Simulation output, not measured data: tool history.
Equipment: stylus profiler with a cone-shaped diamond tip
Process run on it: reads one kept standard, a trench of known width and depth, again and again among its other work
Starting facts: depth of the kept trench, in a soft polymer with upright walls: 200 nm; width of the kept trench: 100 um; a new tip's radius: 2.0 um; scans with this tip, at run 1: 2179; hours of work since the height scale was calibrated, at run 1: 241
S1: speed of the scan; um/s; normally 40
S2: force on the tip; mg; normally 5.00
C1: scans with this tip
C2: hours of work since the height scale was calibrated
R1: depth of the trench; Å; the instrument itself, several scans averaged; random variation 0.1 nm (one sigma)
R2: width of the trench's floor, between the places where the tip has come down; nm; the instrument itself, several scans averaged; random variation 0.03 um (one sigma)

run	hour	S1	S2	C1	C2	R1	R2
1	0.0	40	5.00	2179	241	2056.3	98170
2	10.9	122	5.00	2255	249	2058.2	98020
3	34.1	122	5.00	2415	267	2057.5	98070
4	45.5	122	5.00	2494	275	2057.7	98110
5	68.1	40	7.54	2650	293	2074.2	98140
6	92.0	40	5.00	2815	311	2057.2	98080
7	104.2	40	5.00	2900	320	2058.5	98150
8	120.9	40	5.00	3015	333	2057.6	98150
9	133.0	56	5.00	3099	342	2058.0	98130
10	150.2	56	5.00	3218	355	2058.4	98110
11	166.1	56	5.00	3328	367	2058.7	98140
12	186.0	56	5.00	3465	382	2057.8	98100
13	203.9	11	5.00	3589	396	2058.9	98180
14	220.0	11	5.00	3700	408	2057.2	98170
15	232.2	11	5.00	3785	418	2058.4	98150
16	254.2	121	5.00	3937	435	2061.0	97950
17	264.8	121	5.00	4010	443	2058.7	98000
18	286.5	121	5.00	4160	459	2058.0	98010
19	297.4	121	5.00	4235	467	2059.4	98020
20	309.6	40	5.00	4319	477	2058.1	98090
21	321.3	40	5.00	4401	486	2059.1	98120
# hour 323.9: height scale calibrated on a step standard
22	337.5	40	5.00	4509	10	2063.4	98080
23	355.1	40	5.00	4631	24	2064.4	98140
24	371.5	40	5.00	4744	36	2064.2	98130
25	391.6	30	2.49	4883	52	2043.2	98140
# hour 408.2: height scale calibrated on a step standard, once more
26	415.9	59	13.96	5047	6	2108.1	98100
27	436.5	59	13.96	5190	22	2108.0	98120
28	450.0	144	3.24	5283	32	2039.7	97860
29	461.8	15	2.01	5365	41	2029.4	98080
30	483.8	13	11.79	5517	58	2097.3	98080
31	495.0	13	11.79	5594	66	2096.2	98060
32	514.4	13	11.79	5729	81	2097.2	98120
33	535.4	13	11.79	5874	97	2097.6	98170
34	550.8	75	5.84	5980	109	2061.9	98020
35	574.2	36	9.65	6142	127	2085.9	98080
36	584.8	36	9.65	6215	135	2083.5	98060
37	604.4	13	5.51	6350	150	2059.7	98060
38	622.0	40	5.00	6472	163	2055.8	98070
39	642.8	40	5.00	6616	179	2054.4	98060
40	666.9	83	6.44	6783	197	2066.2	98010
41	686.6	30	2.05	6919	212	2031.0	98030
42	705.4	22	14.35	7048	227	2110.8	98050
43	721.2	40	2.07	7158	239	2034.0	97980
44	732.4	96	4.34	7235	247	2051.8	97950
45	747.4	96	4.34	7339	259	2051.2	97860
46	764.9	96	4.34	7460	272	2052.6	97940
47	781.7	96	4.34	7576	285	2053.1	97920

Had the tool no unlogged condition, and each run kept its random variation, what would the results have been?
Hidden conditions of the tool in this case: radius of the tip, um; height scale over the true one, %; drift of the gauge itself on depth_nm, %; drift of the gauge itself on floor_um, %.
run	R1	R2
1	2053.4	98210
2	2055.2	98060
3	2054.3	98110
4	2054.5	98160
5	2070.8	98200
6	2053.6	98140
7	2054.9	98210
8	2053.8	98210
9	2054.1	98200
10	2054.4	98180
11	2054.6	98210
12	2053.6	98180
13	2054.5	98260
14	2052.8	98250
15	2053.8	98240
16	2056.3	98040
17	2053.9	98100
18	2053.0	98110
19	2054.4	98120
20	2053.0	98190
21	2053.9	98220
22	2055.0	98190
23	2055.9	98250
24	2055.5	98240
25	2034.6	98260
26	2108.4	98220
27	2108.2	98250
28	2039.7	97990
29	2029.3	98220
30	2097.1	98220
31	2095.9	98200
32	2096.8	98270
33	2097.0	98320
34	2061.2	98170
35	2085.0	98230
36	2082.5	98220
37	2058.6	98220
38	2054.6	98240
39	2053.0	98230
40	2064.7	98190
41	2029.4	98210
42	2109.0	98230
43	2032.1	98160
44	2049.8	98130
45	2049.1	98050
46	2050.4	98140
47	2050.7	98110
